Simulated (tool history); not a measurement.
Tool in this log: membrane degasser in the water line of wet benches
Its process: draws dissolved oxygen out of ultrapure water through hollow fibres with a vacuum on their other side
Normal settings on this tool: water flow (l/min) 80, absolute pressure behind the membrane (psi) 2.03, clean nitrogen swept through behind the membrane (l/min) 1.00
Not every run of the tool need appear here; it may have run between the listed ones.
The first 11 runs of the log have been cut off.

run    hour  water flow (l/min)  absolute pressure behind the membrane (psi)  clean nitrogen swept through behind the membrane (l/min)  hours since the membrane was changed  hours since the vacuum gauge was calibrated  hours since the vacuum lines were made tight  dissolved oxygen in the water behind the degasser (ppb)  pressure that the water loses in the fibres (psi)
 12  1806.8                  80                                         2.03                                                      1.02                                 11681                                          561                                          1971                                                   1272.9                                              4.786
 13  1995.8                  80                                         2.03                                                      1.02                                 11870                                          750                                          2160                                                   1271.1                                              4.791
 14  2218.1                 106                                         2.03                                                      1.00                                 12092                                          973                                          2383                                                   1528.7                                              6.348
 15  2394.6                  80                                         1.64                                                      1.00                                 12268                                         1149                                          2559                                                    997.5                                              4.799
 16  2569.4                  80                                         1.64                                                      1.00                                 12443                                         1324                                          2734                                                    999.4                                              4.815
 17  2767.0                  80                                         1.67                                                      1.00                                 12641                                         1522                                          2932                                                   1021.8                                              4.812
 18  2904.5                  76                                         1.87                                                      0.94                                 12778                                         1659                                          3069                                                   1183.8                                              4.557
 19  3115.5                  80                                         2.25                                                      1.00                                 12989                                         1870                                          3280                                                   1451.8                                              4.827
 20  3324.6                  80                                         2.25                                                      1.00                                 13199                                         2079                                          3489                                                   1450.8                                              4.809
 21  3565.8                  80                                         2.25                                                      1.00                                 13440                                         2320                                          3730                                                   1454.0                                              4.811
 22  3771.1                  80                                         2.25                                                      1.00                                 13645                                         2526                                          3936                                                   1453.0                                              4.827
 23  3974.6                  56                                         2.48                                                      1.00                                 13849                                         2729                                          4139                                                   1284.2                                              3.374
 24  4107.7                  52                                         2.41                                                      2.41                                 13982                                         2862                                          4272                                                    607.0                                              3.113
     4220.5  -- membrane cartridge changed
 25  4239.8                  52                                         2.41                                                      2.41                                    19                                         2990                                          4400                                                    607.2                                              2.950
 26  4348.1                  64                                         1.49                                                      2.91                                   128                                         3099                                          4509                                                    342.4                                              3.638
 27  4588.7                  61                                         3.92                                                      1.79                                   368                                         3339                                          4749                                                   1444.5                                              3.477
 28  4816.7                 119                                         2.03                                                      0.98                                   596                                         3567                                          4977                                                   1670.5                                              6.824
 29  4944.8                 116                                         2.23                                                      0.46                                   724                                         3695                                          5105                                                   2574.8                                              6.596
 30  5145.0                  80                                         3.10                                                      2.19                                   924                                         3896                                          5306                                                   1209.7                                              4.576
 31  5292.4                  80                                         3.10                                                      2.19                                  1072                                         4043                                          5453                                                   1209.7                                              4.574

Here are 3 independent what-if runs from the current tool condition. What would each one return?
     5331.3  -- vacuum gauge calibrated
  A  5466.6                  78                                         4.55                                                      1.18                                  1246                                          135                                          5627                                                        ?                                                  ?
     5331.3  -- vacuum gauge calibrated
  B  5466.6                  80                                         2.03                                                      2.11                                  1246                                          135                                          5627                                                        ?                                                  ?
     5331.3  -- vacuum gauge calibrated
  C  5466.6                  63                                         1.70                                                      0.98                                  1246                                          135                                          5627                                                        ?                                                  ?

run  dissolved oxygen in the water behind the degasser (ppb)  pressure that the water loses in the fibres (psi)
  A                                                   2513.0                                              4.445
  B                                                    767.9                                              4.574
  C                                                    895.0                                              3.607
With the hidden condition removed and each run's random variation left untouched, the same runs would have given:
run  dissolved oxygen in the water behind the degasser (ppb)  pressure that the water loses in the fibres (psi)
  A                                                   2514.5                                              4.424
  B                                                    767.7                                              4.551
  C                                                    897.4                                              3.590

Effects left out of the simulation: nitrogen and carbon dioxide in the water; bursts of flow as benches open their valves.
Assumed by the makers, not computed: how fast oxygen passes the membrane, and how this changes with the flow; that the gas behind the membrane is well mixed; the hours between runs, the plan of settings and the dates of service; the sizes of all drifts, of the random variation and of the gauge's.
